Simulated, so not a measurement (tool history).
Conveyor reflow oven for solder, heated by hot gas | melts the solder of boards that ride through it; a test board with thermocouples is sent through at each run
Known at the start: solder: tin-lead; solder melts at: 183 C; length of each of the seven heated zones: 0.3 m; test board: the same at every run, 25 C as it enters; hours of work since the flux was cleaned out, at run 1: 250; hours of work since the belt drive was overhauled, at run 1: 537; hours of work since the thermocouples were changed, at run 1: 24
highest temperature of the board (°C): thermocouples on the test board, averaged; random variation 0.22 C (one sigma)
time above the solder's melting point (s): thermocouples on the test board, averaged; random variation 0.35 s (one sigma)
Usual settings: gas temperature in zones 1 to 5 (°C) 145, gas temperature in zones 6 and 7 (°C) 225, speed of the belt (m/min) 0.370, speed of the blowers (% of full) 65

run,hour,gas temperature in zones 1 to 5 (°C),gas temperature in zones 6 and 7 (°C),speed of the belt (m/min),speed of the blowers (% of full),hours of work since the flux was cleaned out,hours of work since the belt drive was overhauled,hours of work since the thermocouples were changed,highest temperature of the board (°C),time above the solder's melting point (s)
1,0.0,145,225,0.370,65,250,537,24,208.0,65.9
2,7.6,145,225,0.370,65,255,541,29,207.8,65.8
3,19.0,145,225,0.370,65,261,548,35,208.3,65.8
4,30.3,145,225,0.385,65,267,554,41,206.9,61.2
5,40.7,145,225,0.385,65,273,559,47,207.1,60.6
6,49.3,145,225,0.385,65,277,564,51,206.6,60.6
7,59.2,145,225,0.385,65,283,570,57,207.0,61.1
8,70.0,145,225,0.370,65,289,575,63,208.3,64.8
9,83.7,145,225,0.370,65,296,583,70,207.8,65.1
10,93.9,145,225,0.370,61,302,589,76,206.5,63.4
11,100.5,145,225,0.370,61,305,592,79,206.5,63.7
12,107.6,145,225,0.348,65,309,596,83,209.6,72.8
13,114.2,137,225,0.370,65,313,600,87,206.2,58.7
14,123.1,154,225,0.370,65,318,605,92,209.9,72.8
15,131.0,154,225,0.346,65,322,609,96,211.3,81.2
16,144.7,145,238,0.393,65,329,616,104,216.6,70.0
17,154.8,156,238,0.393,80,335,622,109,222.5,82.0
18,167.4,157,227,0.393,80,342,629,116,213.4,75.1
19,181.3,150,232,0.410,68,350,636,124,211.7,65.4
# hour 194.6: flux residue cleaned out of gas plates and filters
20,196.5,150,232,0.410,68,1,642,129,214.5,67.8
21,202.2,150,232,0.410,68,4,645,132,214.1,68.0
22,212.9,145,225,0.370,74,10,651,138,212.2,72.2
23,222.7,130,225,0.370,65,15,656,143,206.6,57.0
24,231.2,130,225,0.380,65,20,661,148,206.1,53.8
25,243.7,145,225,0.370,65,27,668,155,209.3,68.2
26,255.4,155,214,0.365,60,33,674,161,201.2,62.8
27,265.4,160,238,0.365,60,39,680,167,222.4,90.6
28,272.3,150,215,0.420,74,42,683,171,201.2,51.1
29,278.3,158,225,0.370,65,46,687,174,211.8,79.1

The same runs without the tool's hidden state, with the same run-to-run variation:
The hidden state here: heat that the gas passes to the board, % of a clean oven's; belt's true speed, % of the reading; true gas temperature in zones 6 and 7 over the reading, C; drift of the gauge itself on peak_c, C; drift of the gauge itself on liquid_s, %.
run,highest temperature of the board (°C),time above the solder's melting point (s)
1,209.3,67.8
2,209.2,67.8
3,209.7,67.9
4,208.4,63.5
5,208.7,62.9
6,208.2,63.0
7,208.6,63.6
8,209.9,67.2
9,209.5,67.6
10,208.1,65.9
11,208.2,66.3
12,211.3,75.1
13,208.1,61.8
14,211.5,75.0
15,212.8,83.2
16,218.8,72.2
17,224.7,83.3
18,215.4,77.1
19,214.0,68.0
20,214.4,67.3
21,214.1,67.5
22,212.2,71.7
23,206.7,56.7
24,206.2,53.6
25,209.5,67.9
26,201.4,62.6
27,222.6,90.1
28,201.5,51.3
29,212.0,78.9

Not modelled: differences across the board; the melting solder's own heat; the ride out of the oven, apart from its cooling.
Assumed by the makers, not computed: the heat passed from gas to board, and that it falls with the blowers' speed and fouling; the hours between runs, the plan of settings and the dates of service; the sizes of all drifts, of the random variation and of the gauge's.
